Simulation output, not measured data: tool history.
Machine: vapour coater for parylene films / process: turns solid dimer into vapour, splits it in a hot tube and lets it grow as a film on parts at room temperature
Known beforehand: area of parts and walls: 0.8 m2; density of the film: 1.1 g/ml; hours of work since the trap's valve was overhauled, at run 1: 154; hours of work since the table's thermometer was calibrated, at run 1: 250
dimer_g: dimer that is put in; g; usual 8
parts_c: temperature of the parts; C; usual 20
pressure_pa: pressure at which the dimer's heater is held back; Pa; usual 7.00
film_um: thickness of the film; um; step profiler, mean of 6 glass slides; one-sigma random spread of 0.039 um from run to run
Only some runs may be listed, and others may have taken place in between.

run,hour,dimer_g,parts_c,pressure_pa,hours of work since the trap's valve was overhauled,hours of work since the table's thermometer was calibrated,film_um
1,0.0,8,20,7.00,154,250,3.94
2,78.2,8,20,7.00,212,308,3.89
3,125.6,5,20,7.00,247,343,2.38
4,210.6,5,20,7.00,310,406,2.32
5,247.5,5,20,3.71,337,433,2.60
6,308.7,5,20,3.71,382,478,2.60
7,346.6,8,25,7.00,410,506,3.14
# hour 407.7: trap's valve overhauled
8,411.2,5,20,7.00,3,551,2.53
9,478.3,11,16,9.62,52,600,5.73
10,516.7,11,16,9.62,80,629,5.86
11,602.5,11,16,9.62,144,692,5.67
12,658.8,11,28,7.00,185,734,4.36
13,745.6,4,15,7.71,249,798,2.11
14,793.9,10,29,7.71,285,833,3.63
15,860.4,4,14,9.79,334,883,2.02
# hour 886.2: table's thermometer calibrated
16,943.4,4,14,9.79,395,42,2.00

Branching from run 16: 3 alternative next runs. What would each branch give?
# hour 1023.2: trap's valve overhauled
A,1033.7,11,20,7.00,8,106,?
# hour 1023.2: trap's valve overhauled
B,1033.7,6,13,11.42,8,106,?
# hour 1023.2: trap's valve overhauled
C,1033.7,10,17,6.55,8,106,?

run,film_um
A,5.71
B,3.44
C,5.82
Without the tool's hidden state the same runs would have given:
run,film_um
A,5.77
B,3.48
C,5.88

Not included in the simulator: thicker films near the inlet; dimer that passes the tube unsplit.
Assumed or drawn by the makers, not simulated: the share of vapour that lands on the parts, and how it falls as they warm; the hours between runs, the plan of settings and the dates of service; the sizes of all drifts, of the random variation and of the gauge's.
